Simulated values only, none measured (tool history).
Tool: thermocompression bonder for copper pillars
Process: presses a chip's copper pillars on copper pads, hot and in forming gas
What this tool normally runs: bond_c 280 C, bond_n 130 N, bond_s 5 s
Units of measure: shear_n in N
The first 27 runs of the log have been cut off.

| run | hour | bond_c | bond_n | bond_s | shear_n |
|---|---|---|---|---|---|
|  | 1827.1 | forming gas filter changed |
| 28 | 1845.9 | 310 | 166 | 5 | 93.1 |
| 29 | 1917.0 | 302 | 137 | 11 | 99.0 |
| 30 | 1970.7 | 264 | 122 | 4 | 36.6 |
|  | 2016.2 | forming gas filter changed |
| 31 | 2063.6 | 264 | 122 | 4 | 37.9 |
| 32 | 2132.6 | 264 | 122 | 4 | 37.5 |
|  | 2186.8 | force cell calibrated |
|  | 2209.7 | forming gas filter changed |
| 33 | 2227.8 | 280 | 118 | 13 | 81.8 |
| 34 | 2323.3 | 280 | 118 | 13 | 80.3 |
| 35 | 2390.8 | 280 | 118 | 13 | 79.3 |
|  | 2400.1 | forming gas filter changed |
| 36 | 2436.6 | 280 | 130 | 13 | 85.6 |
|  | 2490.6 | heater calibrated with a thermocouple chip |
| 37 | 2501.7 | 289 | 134 | 3 | 52.2 |
|  | 2593.4 | forming gas filter changed |
| 38 | 2597.5 | 264 | 133 | 4 | 39.7 |

Forecast each of these 3 alternatives for the next run:
| A | 2680.3 | 298 | 84 | 5 | ? |
| B | 2680.3 | 264 | 169 | 4 | ? |
| C | 2680.3 | 290 | 165 | 7 | ? |

| run | shear_n |
|---|---|
| A | 57.6 |
| B | 45.0 |
| C | 81.1 |
Without the tool's unlogged condition, the same runs would have read:
| run | shear_n |
|---|---|
| A | 58.4 |
| B | 45.6 |
| C | 82.2 |
